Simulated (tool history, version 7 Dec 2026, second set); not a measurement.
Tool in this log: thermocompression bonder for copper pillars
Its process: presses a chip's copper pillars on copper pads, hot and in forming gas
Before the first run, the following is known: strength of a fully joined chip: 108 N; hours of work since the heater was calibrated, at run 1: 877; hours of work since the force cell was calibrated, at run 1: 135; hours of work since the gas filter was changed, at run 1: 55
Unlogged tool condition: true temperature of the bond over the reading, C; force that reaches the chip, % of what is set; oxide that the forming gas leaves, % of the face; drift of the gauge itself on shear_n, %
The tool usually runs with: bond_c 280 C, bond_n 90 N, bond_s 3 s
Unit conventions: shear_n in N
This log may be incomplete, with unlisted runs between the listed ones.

run	hour	bond_c	bond_n	bond_s	hours of work since the heater was calibrated	hours of work since the force cell was calibrated	hours of work since the gas filter was changed	shear_n
1	0.0	280	90	3	877	135	55	79.0
2	46.8	280	90	3	898	156	76	78.5
3	70.9	280	90	3	908	166	86	78.9
4	108.7	280	90	3	925	183	103	79.9
5	159.7	258	90	3	947	205	125	63.8
6	182.6	280	90	3	957	215	135	78.1
7	229.0	280	90	3	978	236	156	77.3
# hour 240.6: forming gas filter changed
8	282.9	273	131	3	1001	259	19	93.2
9	311.7	290	94	3	1014	272	31	87.5
10	343.0	290	110	3	1028	286	45	94.1

Run 11 is up next; what results do you expect?
11	381.3	290	68	7	1045	302	62	?

{"run 11": {"shear_n": 86.4}}
Were there no unlogged condition in the tool, this run, its random variation unchanged, would have produced shear_n 86.2 N.

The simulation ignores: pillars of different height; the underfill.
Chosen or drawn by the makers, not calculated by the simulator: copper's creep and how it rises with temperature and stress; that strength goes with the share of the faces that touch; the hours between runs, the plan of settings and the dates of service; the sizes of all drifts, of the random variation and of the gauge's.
